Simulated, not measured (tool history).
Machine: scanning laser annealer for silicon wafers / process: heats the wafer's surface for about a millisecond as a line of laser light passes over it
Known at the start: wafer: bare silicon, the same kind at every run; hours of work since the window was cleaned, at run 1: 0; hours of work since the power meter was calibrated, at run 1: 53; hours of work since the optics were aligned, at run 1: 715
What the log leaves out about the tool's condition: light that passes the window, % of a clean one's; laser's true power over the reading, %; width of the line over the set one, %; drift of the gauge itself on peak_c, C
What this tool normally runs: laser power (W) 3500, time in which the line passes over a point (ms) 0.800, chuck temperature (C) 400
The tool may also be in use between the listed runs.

| run | hour | laser power (W) | time in which the line passes over a point (ms) | chuck temperature (C) | hours of work since the window was cleaned | hours of work since the power meter was calibrated | hours of work since the optics were aligned | highest temperature of the surface (C) |
|---|---|---|---|---|---|---|---|---|
| 1 | 0.0 | 3500 | 0.800 | 400 | 0 | 53 | 715 | 1151 |
| 2 | 13.4 | 3500 | 0.800 | 400 | 7 | 61 | 723 | 1152 |
| 3 | 31.4 | 3500 | 0.800 | 400 | 17 | 70 | 733 | 1149 |
| 4 | 49.8 | 3500 | 0.800 | 400 | 27 | 80 | 743 | 1147 |
| 5 | 58.5 | 3500 | 0.800 | 400 | 32 | 85 | 747 | 1149 |
| 6 | 67.9 | 3500 | 0.800 | 400 | 37 | 90 | 753 | 1150 |
| 7 | 87.2 | 3500 | 0.800 | 408 | 48 | 101 | 763 | 1155 |

Predict the results of run 8:
| 8 | 95.5 | 3500 | 0.644 | 421 | 52 | 106 | 768 | ? |

Run 8 measured highest temperature of the surface (C) 1091.
If the tool had no hidden condition, the same run with the same run-to-run variation would have returned highest temperature of the surface (C) 1101.

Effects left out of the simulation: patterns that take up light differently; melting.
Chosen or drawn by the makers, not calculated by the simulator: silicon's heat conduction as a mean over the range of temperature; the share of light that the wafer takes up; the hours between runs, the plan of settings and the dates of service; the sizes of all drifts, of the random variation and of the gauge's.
